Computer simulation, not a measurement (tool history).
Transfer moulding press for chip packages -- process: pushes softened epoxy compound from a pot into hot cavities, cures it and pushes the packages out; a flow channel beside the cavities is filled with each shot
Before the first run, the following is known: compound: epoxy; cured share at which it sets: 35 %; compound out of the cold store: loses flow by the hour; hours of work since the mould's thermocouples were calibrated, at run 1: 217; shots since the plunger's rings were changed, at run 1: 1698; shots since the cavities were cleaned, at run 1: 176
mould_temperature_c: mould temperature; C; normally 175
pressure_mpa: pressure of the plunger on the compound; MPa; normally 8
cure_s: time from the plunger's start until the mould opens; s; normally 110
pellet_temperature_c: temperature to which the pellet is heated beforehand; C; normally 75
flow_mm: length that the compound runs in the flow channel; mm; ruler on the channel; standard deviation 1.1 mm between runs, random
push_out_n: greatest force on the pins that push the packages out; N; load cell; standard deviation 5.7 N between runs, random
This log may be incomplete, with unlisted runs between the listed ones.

| run | hour | mould_temperature_c | pressure_mpa | cure_s | pellet_temperature_c | hours of work since the mould's thermocouples were calibrated | shots since the plunger's rings were changed | shots since the cavities were cleaned | incoming compound's hours out of the cold store | flow_mm | push_out_n |
|---|---|---|---|---|---|---|---|---|---|---|---|
| 1 | 0 | 175 | 8 | 110 | 75 | 217 | 1698 | 176 | 43.7 | 583 | 270 |
| 2 | 38.7 | 175 | 9.64 | 110 | 75 | 246 | 2180 | 658 | 38.1 | 657 | 374 |
|  | 60 | cavities cleaned with cleaning compound and waxed |
| 3 | 98.7 | 175 | 8 | 110 | 75 | 289 | 2909 | 482 | 42.1 | 583 | 351 |
| 4 | 127 | 175 | 8 | 110 | 75 | 310 | 3262 | 835 | 25.1 | 633 | 385 |
|  | 131.5 | cavities cleaned with cleaning compound and waxed |
| 5 | 156.8 | 175 | 8 | 110 | 75 | 331 | 3615 | 316 | 34.8 | 602 | 310 |
| 6 | 191.1 | 175 | 8 | 110 | 75 | 357 | 4042 | 743 | 23.9 | 633 | 387 |
|  | 203.2 | cavities cleaned with cleaning compound and waxed |
|  | 223.4 | plunger's sealing rings changed |
| 7 | 247.3 | 175 | 8 | 110 | 75 | 395 | 297 | 518 | 24.2 | 648 | 349 |
|  | 277 | cavities cleaned with cleaning compound and waxed |
| 8 | 287.5 | 175 | 8 | 110 | 75 | 424 | 779 | 130 | 10.3 | 691 | 273 |
| 9 | 340.2 | 175 | 8 | 110 | 75 | 463 | 1436 | 787 | 25.1 | 640 | 393 |
|  | 351.3 | cavities cleaned with cleaning compound and waxed |
| 10 | 382.3 | 175 | 8 | 110 | 75 | 493 | 1943 | 387 | 17.2 | 663 | 345 |
|  | 423.1 | cavities cleaned with cleaning compound and waxed |
| 11 | 436.7 | 175 | 8 | 110 | 76 | 532 | 2602 | 170 | 26.5 | 628 | 273 |
|  | 442 | mould's thermocouples calibrated |
| 12 | 467.4 | 175 | 8 | 110 | 66 | 19 | 2959 | 527 | 40.7 | 587 | 363 |
|  | 496.5 | cavities cleaned with cleaning compound and waxed |
| 13 | 526.8 | 175 | 8 | 110 | 66 | 62 | 3680 | 377 | 21.6 | 643 | 335 |
| 14 | 554.3 | 175 | 8 | 110 | 66 | 82 | 4024 | 721 | 39.2 | 585 | 365 |
|  | 569.5 | cavities cleaned with cleaning compound and waxed |
|  | 590.4 | plunger's sealing rings changed |
| 15 | 599.8 | 175 | 8 | 110 | 66 | 113 | 118 | 347 | 10.8 | 689 | 330 |
|  | 645.9 | cavities cleaned with cleaning compound and waxed |
| 16 | 657 | 175 | 8 | 110 | 66 | 154 | 812 | 139 | 11.4 | 686 | 267 |
| 17 | 683.6 | 169 | 8 | 110 | 66 | 174 | 1143 | 470 | 33.4 | 634 | 425 |
| 18 | 710.3 | 182 | 8.7 | 103 | 70 | 194 | 1476 | 803 | 33.3 | 614 | 362 |
|  | 719 | cavities cleaned with cleaning compound and waxed |
|  | 754.4 | mould's thermocouples calibrated, once more |
| 19 | 768.4 | 175 | 9.82 | 110 | 75 | 10 | 2156 | 591 | 32.3 | 684 | 370 |
|  | 795.5 | cavities cleaned with cleaning compound and waxed |
| 20 | 824.9 | 170 | 7.75 | 110 | 75 | 51 | 2841 | 366 | 35.9 | 610 | 427 |
| 21 | 864.3 | 177 | 7.75 | 110 | 74 | 80 | 3333 | 858 | 35.6 | 586 | 377 |
|  | 871.4 | cavities cleaned with cleaning compound and waxed |
| 22 | 892.4 | 177 | 7.75 | 110 | 74 | 100 | 3664 | 261 | 27.1 | 610 | 279 |
| 23 | 928.4 | 177 | 7.75 | 110 | 74 | 127 | 4113 | 710 | 41.1 | 568 | 361 |
|  | 944.1 | cavities cleaned with cleaning compound and waxed |
|  | 955.9 | plunger's sealing rings changed |
| 24 | 966.3 | 177 | 7.75 | 110 | 70 | 152 | 130 | 246 | 8.6 | 684 | 298 |
| 25 | 992.6 | 175 | 9.89 | 110 | 81 | 171 | 458 | 574 | 31.5 | 696 | 371 |
|  | 1019.4 | cavities cleaned with cleaning compound and waxed |
| 26 | 1033.7 | 175 | 9.89 | 98 | 81 | 201 | 951 | 178 | 40.5 | 660 | 317 |
| 27 | 1063 | 180 | 9.43 | 122 | 70 | 222 | 1316 | 543 | 32.1 | 655 | 328 |

3 options for the next run, each taken on its own from the tool as it stands now. Forecast them:
|  | 1094.3 | cavities cleaned with cleaning compound and waxed |
| A | 1108.2 | 180 | 8.46 | 138 | 70 | 255 | 1861 | 173 | 44.6 | ? | ? |
|  | 1094.3 | cavities cleaned with cleaning compound and waxed |
| B | 1108.2 | 180 | 7.2 | 122 | 70 | 255 | 1861 | 173 | 19 | ? | ? |
|  | 1094.3 | cavities cleaned with cleaning compound and waxed |
| C | 1108.2 | 180 | 9.43 | 101 | 70 | 255 | 1861 | 173 | 15.2 | ? | ? |

| run | flow_mm | push_out_n |
|---|---|---|
| A | 582 | 240 |
| B | 606 | 256 |
| C | 709 | 268 |
Without the tool's unlogged condition, the same runs would have read:
| run | flow_mm | push_out_n |
|---|---|---|
| A | 591 | 174 |
| B | 616 | 190 |
| C | 720 | 199 |
